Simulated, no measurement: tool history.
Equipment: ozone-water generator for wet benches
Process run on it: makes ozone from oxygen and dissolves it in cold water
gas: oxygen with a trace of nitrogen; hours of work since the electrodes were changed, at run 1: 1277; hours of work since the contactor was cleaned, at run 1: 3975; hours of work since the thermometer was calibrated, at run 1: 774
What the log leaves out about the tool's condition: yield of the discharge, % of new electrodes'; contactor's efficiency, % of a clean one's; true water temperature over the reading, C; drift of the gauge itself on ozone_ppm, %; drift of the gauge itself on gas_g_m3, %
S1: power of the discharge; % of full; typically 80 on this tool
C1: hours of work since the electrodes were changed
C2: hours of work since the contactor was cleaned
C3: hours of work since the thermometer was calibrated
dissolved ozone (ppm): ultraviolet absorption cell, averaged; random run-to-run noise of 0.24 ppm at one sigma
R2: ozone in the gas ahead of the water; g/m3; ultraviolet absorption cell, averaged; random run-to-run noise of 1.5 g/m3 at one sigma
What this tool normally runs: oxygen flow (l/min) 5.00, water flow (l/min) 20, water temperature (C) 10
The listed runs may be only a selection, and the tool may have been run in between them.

run 1 hour=0.0 | S1=80 oxygen_flow_(l/min)=5.00 water_flow_(l/min)=20 water_temperature_(C)=10 | C1=1277 C2=3975 C3=774 | dissolved_ozone_(ppm)=33.0 R2=274.8
run 2 hour=85.9 | S1=80 oxygen_flow_(l/min)=5.00 water_flow_(l/min)=20 water_temperature_(C)=10 | C1=1347 C2=4044 C3=843 | dissolved_ozone_(ppm)=32.7 R2=273.4
run 3 hour=183.3 | S1=80 oxygen_flow_(l/min)=5.00 water_flow_(l/min)=20 water_temperature_(C)=10 | C1=1426 C2=4123 C3=922 | dissolved_ozone_(ppm)=32.5 R2=273.8
run 4 hour=295.9 | S1=80 oxygen_flow_(l/min)=5.00 water_flow_(l/min)=20 water_temperature_(C)=10 | C1=1517 C2=4215 C3=1013 | dissolved_ozone_(ppm)=32.5 R2=271.2
run 5 hour=349.2 | S1=80 oxygen_flow_(l/min)=5.00 water_flow_(l/min)=20 water_temperature_(C)=7 | C1=1560 C2=4258 C3=1057 | dissolved_ozone_(ppm)=33.6 R2=270.9
run 6 hour=435.9 | S1=93 oxygen_flow_(l/min)=3.77 water_flow_(l/min)=22 water_temperature_(C)=6 | C1=1631 C2=4328 C3=1127 | dissolved_ozone_(ppm)=31.2 R2=333.1
run 7 hour=527.3 | S1=93 oxygen_flow_(l/min)=3.77 water_flow_(l/min)=22 water_temperature_(C)=6 | C1=1705 C2=4402 C3=1201 | dissolved_ozone_(ppm)=31.2 R2=336.8
-- hour=591.7 contactor cleaned
run 8 hour=605.7 | S1=86 oxygen_flow_(l/min)=6.12 water_flow_(l/min)=16 water_temperature_(C)=10 | C1=1765 C2=11 C3=1261 | dissolved_ozone_(ppm)=45.6 R2=263.5
run 9 hour=731.6 | S1=86 oxygen_flow_(l/min)=6.12 water_flow_(l/min)=16 water_temperature_(C)=10 | C1=1867 C2=113 C3=1363 | dissolved_ozone_(ppm)=45.9 R2=266.0
run 10 hour=814.1 | S1=49 oxygen_flow_(l/min)=6.07 water_flow_(l/min)=20 water_temperature_(C)=8 | C1=1934 C2=180 C3=1430 | dissolved_ozone_(ppm)=25.3 R2=170.3

Here are 5 independent what-if runs from the current tool condition. What would each one return?
run A hour=887.6 | S1=49 oxygen_flow_(l/min)=6.07 water_flow_(l/min)=26 water_temperature_(C)=16 | C1=1994 C2=240 C3=1490 | dissolved_ozone_(ppm)=? R2=?
run B hour=887.6 | S1=80 oxygen_flow_(l/min)=7.10 water_flow_(l/min)=23 water_temperature_(C)=10 | C1=1994 C2=240 C3=1490 | dissolved_ozone_(ppm)=? R2=?
run C hour=887.6 | S1=49 oxygen_flow_(l/min)=6.07 water_flow_(l/min)=25 water_temperature_(C)=8 | C1=1994 C2=240 C3=1490 | dissolved_ozone_(ppm)=? R2=?
run D hour=887.6 | S1=80 oxygen_flow_(l/min)=5.00 water_flow_(l/min)=20 water_temperature_(C)=6 | C1=1994 C2=240 C3=1490 | dissolved_ozone_(ppm)=? R2=?
run E hour=887.6 | S1=45 oxygen_flow_(l/min)=6.07 water_flow_(l/min)=20 water_temperature_(C)=16 | C1=1994 C2=240 C3=1490 | dissolved_ozone_(ppm)=? R2=?

run=A dissolved_ozone_(ppm)=18.1 R2=172.6
run=B dissolved_ozone_(ppm)=33.4 R2=238.2
run=C dissolved_ozone_(ppm)=20.5 R2=169.4
run=D dissolved_ozone_(ppm)=35.9 R2=266.6
run=E dissolved_ozone_(ppm)=21.0 R2=159.5
The same runs, with their run-to-run variation unchanged, on a tool lacking any hidden condition would have given:
run=A dissolved_ozone_(ppm)=18.9 R2=178.7
run=B dissolved_ozone_(ppm)=35.4 R2=251.4
run=C dissolved_ozone_(ppm)=21.4 R2=175.4
run=D dissolved_ozone_(ppm)=38.1 R2=281.4
run=E dissolved_ozone_(ppm)=21.8 R2=164.6
